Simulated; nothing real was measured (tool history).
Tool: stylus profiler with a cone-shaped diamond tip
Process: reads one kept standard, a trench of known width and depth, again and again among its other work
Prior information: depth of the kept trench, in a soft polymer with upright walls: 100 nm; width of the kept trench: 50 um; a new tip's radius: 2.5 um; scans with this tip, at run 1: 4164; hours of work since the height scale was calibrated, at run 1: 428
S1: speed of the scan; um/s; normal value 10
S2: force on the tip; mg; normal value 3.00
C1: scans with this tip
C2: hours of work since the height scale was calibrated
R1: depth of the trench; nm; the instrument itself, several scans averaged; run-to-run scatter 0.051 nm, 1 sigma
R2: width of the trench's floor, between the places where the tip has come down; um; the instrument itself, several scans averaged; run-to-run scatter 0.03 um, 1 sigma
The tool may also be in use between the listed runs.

{"run": 1, "hour": 0.0, "S1": 10, "S2": 3.0, "C1": 4164, "C2": 428, "R1": 101.41, "R2": 48.57}
{"run": 2, "hour": 21.5, "S1": 10, "S2": 3.0, "C1": 4280, "C2": 440, "R1": 101.45, "R2": 48.56}
{"run": 3, "hour": 43.8, "S1": 10, "S2": 3.41, "C1": 4401, "C2": 453, "R1": 101.58, "R2": 48.52}
{"run": 4, "hour": 60.0, "S1": 10, "S2": 3.0, "C1": 4488, "C2": 462, "R1": 101.39, "R2": 48.55}
{"run": 5, "hour": 79.5, "S1": 10, "S2": 3.0, "C1": 4594, "C2": 473, "R1": 101.4, "R2": 48.53}
{"run": 6, "hour": 100.2, "S1": 6, "S2": 3.0, "C1": 4706, "C2": 484, "R1": 101.53, "R2": 48.56}
{"run": 7, "hour": 116.1, "S1": 6, "S2": 3.0, "C1": 4792, "C2": 493, "R1": 101.42, "R2": 48.57}
{"run": 8, "hour": 130.1, "S1": 10, "S2": 3.0, "C1": 4868, "C2": 501, "R1": 101.41, "R2": 48.6}
{"run": 9, "hour": 159.2, "S1": 5, "S2": 3.0, "C1": 5025, "C2": 517, "R1": 101.35, "R2": 48.54}
{"run": 10, "hour": 185.6, "S1": 10, "S2": 1.82, "C1": 5168, "C2": 532, "R1": 100.95, "R2": 48.54}
{"run": 11, "hour": 198.9, "S1": 10, "S2": 1.82, "C1": 5240, "C2": 539, "R1": 101.06, "R2": 48.57}
{"run": 12, "hour": 213.2, "S1": 10, "S2": 6.58, "C1": 5317, "C2": 547, "R1": 102.39, "R2": 48.55}
{"run": 13, "hour": 237.5, "S1": 10, "S2": 3.0, "C1": 5448, "C2": 560, "R1": 101.49, "R2": 48.56}
{"run": 14, "hour": 266.0, "S1": 10, "S2": 3.0, "C1": 5603, "C2": 576, "R1": 101.43, "R2": 48.54}
{"run": 15, "hour": 289.6, "S1": 2, "S2": 2.48, "C1": 5730, "C2": 589, "R1": 101.3, "R2": 48.59}
{"run": 16, "hour": 313.4, "S1": 10, "S2": 1.49, "C1": 5859, "C2": 603, "R1": 100.93, "R2": 48.56}
{"run": 17, "hour": 332.0, "S1": 9, "S2": 1.69, "C1": 5960, "C2": 613, "R1": 100.97, "R2": 48.56}
{"run": 18, "hour": 359.0, "S1": 7, "S2": 4.86, "C1": 6106, "C2": 628, "R1": 101.92, "R2": 48.6}
{"run": 19, "hour": 377.4, "S1": 7, "S2": 4.86, "C1": 6205, "C2": 638, "R1": 101.94, "R2": 48.61}
{"run": 20, "hour": 403.1, "S1": 7, "S2": 4.86, "C1": 6345, "C2": 653, "R1": 101.99, "R2": 48.54}
{"run": 21, "hour": 426.5, "S1": 7, "S2": 4.86, "C1": 6471, "C2": 666, "R1": 101.95, "R2": 48.58}
{"run": 22, "hour": 440.9, "S1": 7, "S2": 6.13, "C1": 6549, "C2": 674, "R1": 102.21, "R2": 48.61}
{"run": 23, "hour": 460.5, "S1": 7, "S2": 6.13, "C1": 6655, "C2": 685, "R1": 102.28, "R2": 48.52}
{"run": 24, "hour": 480.7, "S1": 10, "S2": 2.19, "C1": 6764, "C2": 696, "R1": 101.21, "R2": 48.55}
{"run": 25, "hour": 504.1, "S1": 4, "S2": 1.15, "C1": 6891, "C2": 709, "R1": 100.74, "R2": 48.56}
{"run": 26, "hour": 530.8, "S1": 4, "S2": 1.15, "C1": 7036, "C2": 724, "R1": 100.76, "R2": 48.59}
{"run": 27, "hour": 558.2, "S1": 8, "S2": 2.8, "C1": 7184, "C2": 739, "R1": 101.29, "R2": 48.64}

3 ways to go on from here, each from the tool as it stands after run 27. What would each give?
{"run": "A", "hour": 578.1, "S1": 12, "S2": 4.44, "C1": 7292, "C2": 750, "R1": "?", "R2": "?"}
{"run": "B", "hour": 578.1, "S1": 8, "S2": 6.73, "C1": 7292, "C2": 750, "R1": "?", "R2": "?"}
{"run": "C", "hour": 578.1, "S1": 3, "S2": 4.09, "C1": 7292, "C2": 750, "R1": "?", "R2": "?"}

run=A R1=101.89 R2=48.61
run=B R1=102.51 R2=48.59
run=C R1=101.77 R2=48.59
The same runs, with their run-to-run variation unchanged, on a tool lacking any hidden condition would have given:
run=A R1=101.89 R2=48.61
run=B R1=102.52 R2=48.59
run=C R1=101.78 R2=48.60
